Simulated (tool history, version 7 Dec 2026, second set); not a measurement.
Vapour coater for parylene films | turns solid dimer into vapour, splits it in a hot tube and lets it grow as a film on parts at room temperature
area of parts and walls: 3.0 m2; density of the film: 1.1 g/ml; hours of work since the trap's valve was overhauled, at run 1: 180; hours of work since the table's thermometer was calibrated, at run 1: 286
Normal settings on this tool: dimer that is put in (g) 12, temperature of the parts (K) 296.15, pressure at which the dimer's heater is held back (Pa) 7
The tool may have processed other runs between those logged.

run	day	dimer that is put in (g)	temperature of the parts (K)	pressure at which the dimer's heater is held back (Pa)	hours of work since the trap's valve was overhauled	hours of work since the table's thermometer was calibrated	thickness of the film (nm)
1	0	12	296.15	7	180	286	2050
2	0.825	13	296.15	7	194	300	2220
3	1.271	13	296.15	7	202	308	2210
4	2.262	13	296.15	7	220	326	2220
5	3.217	12	296.15	7	236	342	2020
6	4.004	12	296.15	7	250	356	2060
7	4.671	12	296.15	7	262	368	2050
8	5.367	6	296.15	7	274	380	1030
9	6.133	6	296.15	7	288	393	1010
10	7.033	6	296.15	7	303	409	1010
11	7.625	7	296.15	7	314	420	1180
12	8.675	7	296.15	7	332	438	1180
13	9.229	7	296.15	7	342	448	1170
14	10.112	7	296.15	7	357	463	1160
15	10.954	7	296.15	7	372	478	1180
16	12.017	7	296.15	7	391	497	1170
17	12.6	7	296.15	7	401	507	1180
18	13.508	12	296.15	7	417	523	2020
19	14.438	9	289.15	7	433	539	1710
20	14.917	21	301.15	2.37	442	548	4010
21	15.95	18	306.15	3.34	460	566	2870
# day 16.842: trap's valve overhauled
22	16.904	18	300.15	7.11	1	580	2780
# day 17.725: gauge calibrated
23	17.967	6	296.15	7	20	598	1030
24	18.542	12	296.15	3.16	30	608	2440
25	19.204	12	302.15	2.52	41	620	2260
26	19.654	11	302.15	2.52	49	628	2090
27	20.35	8	296.15	11.89	62	640	1210
28	21.05	5	293.15	2.37	74	652	1120
29	21.8	14	296.15	7	87	665	2380
30	22.896	12	297.15	5.37	106	685	2110
31	23.733	12	297.15	5.37	121	699	2110
32	24.825	12	297.15	5.37	140	719	2090
33	25.483	12	297.15	5.37	152	730	2100
34	25.95	12	296.15	6.15	160	738	2080
35	27.033	12	296.15	6.15	179	757	2080
36	27.546	12	296.15	6.15	188	766	2080

Forecast each of these 4 alternatives for the next run:
A	28.525	12	302.15	6.15	205	783	?
B	28.525	12	292.15	2.19	205	783	?
C	28.525	20	290.15	2.8	205	783	?
D	28.525	12	296.15	7.94	205	783	?

run	thickness of the film (nm)
A	1850
B	2800
C	4580
D	1970
What these runs would have given with no unlogged condition in the tool:
run	thickness of the film (nm)
A	1880
B	2860
C	4660
D	2000
